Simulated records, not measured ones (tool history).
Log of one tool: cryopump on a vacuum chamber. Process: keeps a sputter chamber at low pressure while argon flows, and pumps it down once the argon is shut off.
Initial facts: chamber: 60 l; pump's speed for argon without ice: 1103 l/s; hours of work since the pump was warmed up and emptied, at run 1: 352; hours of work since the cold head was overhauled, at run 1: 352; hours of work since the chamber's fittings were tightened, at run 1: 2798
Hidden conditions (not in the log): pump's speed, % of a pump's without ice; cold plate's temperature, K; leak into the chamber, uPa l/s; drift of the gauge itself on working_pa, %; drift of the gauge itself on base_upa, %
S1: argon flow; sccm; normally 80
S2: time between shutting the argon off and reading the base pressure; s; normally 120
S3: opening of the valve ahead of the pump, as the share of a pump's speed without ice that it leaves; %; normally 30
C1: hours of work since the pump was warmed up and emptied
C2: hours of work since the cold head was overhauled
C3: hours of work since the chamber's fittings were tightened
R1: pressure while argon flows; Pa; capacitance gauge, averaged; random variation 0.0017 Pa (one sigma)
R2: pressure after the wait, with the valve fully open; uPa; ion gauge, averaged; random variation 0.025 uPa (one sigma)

Run 1, day 0.000: usual settings; C1 352; C2 352; C3 2798. Result: R1 0.4332 Pa, R2 1.60 uPa.
Run 2, day 0.867: usual settings but S3 47 %; C1 363; C2 363; C3 2808. Result: R1 0.2806 Pa, R2 1.59 uPa.
Run 3, day 1.571: usual settings but S3 47 %; C1 371; C2 371; C3 2816. Result: R1 0.2824 Pa, R2 1.69 uPa.
Run 4, day 2.283: usual settings but S2 33 s; C1 379; C2 379; C3 2825. Result: R1 0.4318 Pa, R2 3.55 uPa.
Run 5, day 2.746: usual settings but S2 33 s; C1 385; C2 385; C3 2830. Result: R1 0.4309 Pa, R2 3.52 uPa.
Run 6, day 3.462: usual settings but S2 33 s; C1 393; C2 393; C3 2838. Result: R1 0.4306 Pa, R2 3.54 uPa.
Run 7, day 4.229: usual settings but S3 23 %; C1 402; C2 402; C3 2847. Result: R1 0.5577 Pa, R2 1.62 uPa.
Run 8, day 4.804: usual settings; C1 409; C2 409; C3 2854. Result: R1 0.4317 Pa, R2 1.66 uPa.
Run 9, day 5.325: usual settings but S3 47 %; C1 415; C2 415; C3 2860. Result: R1 0.2843 Pa, R2 1.65 uPa.
Run 10, day 6.212: usual settings but S3 47 %; C1 425; C2 425; C3 2871. Result: R1 0.2865 Pa, R2 1.71 uPa.
Run 11, day 6.812: usual settings but S2 65 s; C1 433; C2 433; C3 2878. Result: R1 0.4383 Pa, R2 2.27 uPa.
Run 12, day 7.567: usual settings but S3 16 %; C1 441; C2 441; C3 2887. Result: R1 0.7940 Pa, R2 1.67 uPa.
Run 13, day 8.425: usual settings but S3 16 %; C1 452; C2 452; C3 2897. Result: R1 0.8020 Pa, R2 1.71 uPa.
Run 14, day 9.225: usual settings but S3 16 %; C1 461; C2 461; C3 2906. Result: R1 0.7930 Pa, R2 1.70 uPa.
Run 15, day 10.071: usual settings but S1 157 sccm, S3 16 %; C1 471; C2 471; C3 2916. Result: R1 1.5662 Pa, R2 1.67 uPa.
Run 16, day 11.046: usual settings but S1 157 sccm, S2 85 s, S3 37 %; C1 482; C2 482; C3 2928. Result: R1 0.7112 Pa, R2 1.99 uPa.
Run 17, day 11.629: usual settings but S1 82 sccm, S2 85 s, S3 24 %; C1 489; C2 489; C3 2934. Result: R1 0.5558 Pa, R2 2.01 uPa.
Run 18, day 12.346: usual settings but S1 67 sccm, S2 227 s, S3 21 %; C1 498; C2 498; C3 2943. Result: R1 0.5152 Pa, R2 1.40 uPa.
Run 19, day 12.796: usual settings but S1 55 sccm, S2 29 s, S3 45 %; C1 503; C2 503; C3 2948. Result: R1 0.2100 Pa, R2 3.98 uPa.
Run 20, day 13.254: usual settings but S1 55 sccm, S2 29 s, S3 45 %; C1 508; C2 508; C3 2954. Result: R1 0.2084 Pa, R2 3.91 uPa.
Run 21, day 14.154: usual settings but S1 155 sccm, S3 53 %; C1 519; C2 519; C3 2964. Result: R1 0.5126 Pa, R2 1.76 uPa.
Run 22, day 14.908: usual settings but S1 89 sccm, S2 171 s; C1 528; C2 528; C3 2973. Result: R1 0.4889 Pa, R2 1.54 uPa.
Run 23, day 15.683: usual settings but S1 95 sccm, S2 123 s, S3 42 %; C1 537; C2 537; C3 2982. Result: R1 0.3879 Pa, R2 1.75 uPa.
Run 24, day 16.642: usual settings but S1 111 sccm, S2 163 s, S3 31 %; C1 548; C2 548; C3 2993. Result: R1 0.5981 Pa, R2 1.60 uPa.
Run 25, day 17.454: usual settings but S1 38 sccm, S2 255 s, S3 17 %; C1 558; C2 558; C3 3003. Result: R1 0.3597 Pa, R2 1.41 uPa.
Run 26, day 18.267: usual settings but S1 38 sccm, S2 255 s, S3 17 %; C1 567; C2 567; C3 3013. Result: R1 0.3595 Pa, R2 1.37 uPa.
Run 27, day 19.050: usual settings but S1 38 sccm, S2 255 s, S3 17 %; C1 577; C2 577; C3 3022. Result: R1 0.3596 Pa, R2 1.44 uPa.
Run 28, day 19.571: usual settings but S1 38 sccm, S2 255 s, S3 16 %; C1 583; C2 583; C3 3028. Result: R1 0.3768 Pa, R2 1.45 uPa.
Run 29, day 20.304: usual settings but S1 38 sccm, S2 255 s, S3 16 %; C1 591; C2 591; C3 3037. Result: R1 0.3809 Pa, R2 1.43 uPa.

Forecast each of these 3 alternatives for the next run:
Run A, day 20.871: usual settings but S1 112 sccm, S2 132 s, S3 24 %; C1 598; C2 598; C3 3043. Result: R1 ?, R2 ?.
Run B, day 20.871: usual settings but S1 41 sccm, S2 86 s, S3 25 %; C1 598; C2 598; C3 3043. Result: R1 ?, R2 ?.
Run C, day 20.871: usual settings but S2 74 s, S3 32 %; C1 598; C2 598; C3 3043. Result: R1 ?, R2 ?.

run      R1    R2
  A  0.7707  1.76
  B  0.2717  2.11
  C  0.4204  2.20
With no hidden state in the tool, these same runs would have given:
run      R1    R2
  A  0.7166  0.93
  B  0.2518  1.30
  C  0.3820  1.40
